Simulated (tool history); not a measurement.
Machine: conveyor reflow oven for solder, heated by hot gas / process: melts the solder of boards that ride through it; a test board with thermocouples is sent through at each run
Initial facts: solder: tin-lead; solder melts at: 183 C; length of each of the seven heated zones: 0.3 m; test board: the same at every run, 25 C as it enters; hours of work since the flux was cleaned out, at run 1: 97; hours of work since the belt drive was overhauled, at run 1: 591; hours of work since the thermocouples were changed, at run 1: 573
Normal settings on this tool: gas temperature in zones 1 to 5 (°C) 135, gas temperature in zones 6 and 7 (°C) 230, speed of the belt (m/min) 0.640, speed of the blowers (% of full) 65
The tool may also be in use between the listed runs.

run	hour	gas temperature in zones 1 to 5 (°C)	gas temperature in zones 6 and 7 (°C)	speed of the belt (m/min)	speed of the blowers (% of full)	hours of work since the flux was cleaned out	hours of work since the belt drive was overhauled	hours of work since the thermocouples were changed	highest temperature of the board (°C)	time above the solder's melting point (s)
1	0.0	135	230	0.640	65	97	591	573	211.6	38.2
2	25.2	135	230	0.640	65	111	605	586	210.6	38.4
3	49.3	135	230	0.640	65	124	618	599	211.9	38.2
4	73.5	135	230	0.640	65	137	631	613	210.1	37.5
5	95.0	135	230	0.560	65	149	643	624	215.1	46.7
6	117.1	135	230	0.560	65	161	655	636	214.7	46.6
7	139.2	135	230	0.560	65	173	667	648	214.3	47.1
# hour 155.8: thermocouples of zones 6 and 7 changed
8	166.7	135	230	0.560	65	187	681	6	217.2	48.7
9	179.9	135	230	0.560	65	194	688	13	216.8	48.6
10	193.2	135	230	0.640	65	201	695	20	212.5	38.7
11	208.0	128	230	0.640	65	209	703	28	212.0	35.9
12	227.4	128	230	0.640	65	220	714	39	211.7	36.1
13	251.5	128	230	0.640	65	233	727	52	210.8	36.6
14	272.1	121	230	0.640	65	244	738	63	210.1	33.6
15	291.9	121	230	0.640	65	255	749	74	209.9	33.0
16	309.5	127	229	0.648	63	264	759	84	207.6	33.1
17	326.9	127	229	0.648	63	274	768	93	208.7	33.3
18	348.7	148	224	0.629	77	286	780	105	212.2	44.1
# hour 360.9: flux residue cleaned out of gas plates and filters
19	372.5	137	224	0.722	77	6	790	115	210.0	34.0
20	396.0	137	224	0.722	72	19	803	128	208.6	32.0
21	414.0	137	224	0.722	72	29	813	138	208.7	31.9
22	441.0	135	226	0.682	65	44	827	152	209.2	33.8
23	468.1	133	219	0.590	55	58	842	167	202.7	34.1
24	488.9	135	230	0.645	50	70	854	179	207.4	34.1
25	515.4	135	230	0.516	65	84	868	193	218.8	55.0
26	540.5	135	230	0.516	65	98	882	207	218.7	54.6
27	555.8	141	239	0.646	53	106	890	215	217.8	42.6
28	575.7	141	239	0.646	53	117	901	226	217.6	42.4
29	596.8	135	230	0.538	62	128	912	237	217.9	50.7
30	608.8	135	237	0.640	71	135	919	244	220.8	44.2

Measured result minus the same run's result without the hidden state. Both carry the same run-to-run variation, though not necessarily the same gauge scatter:
The hidden state here: heat that the gas passes to the board, % of a clean oven's; belt's true speed, % of the reading; true gas temperature in zones 6 and 7 over the reading, C; drift of the gauge itself on peak_c, C; drift of the gauge itself on liquid_s, %.
run	highest temperature of the board (°C)	time above the solder's melting point (s)
1	-2.9	-1.6
2	-3.1	-1.8
3	-3.3	-1.9
4	-3.4	-2.0
5	-3.5	-1.9
6	-3.6	-2.0
7	-3.7	-2.1
8	-1.2	-0.5
9	-1.3	-0.6
10	-1.6	-1.0
11	-1.9	-1.2
12	-2.0	-1.3
13	-2.2	-1.4
14	-2.5	-1.8
15	-2.6	-1.9
16	-2.6	-1.9
17	-2.7	-2.0
18	-2.3	-1.3
19	+0.1	+0.5
20	-0.1	+0.4
21	-0.2	+0.3
22	-0.4	+0.2
23	-0.4	+0.0
24	-0.5	+0.1
25	-0.8	+0.3
26	-0.9	+0.2
27	-0.9	+0.1
28	-1.1	+0.0
29	-1.2	-0.1
30	-1.6	-0.2
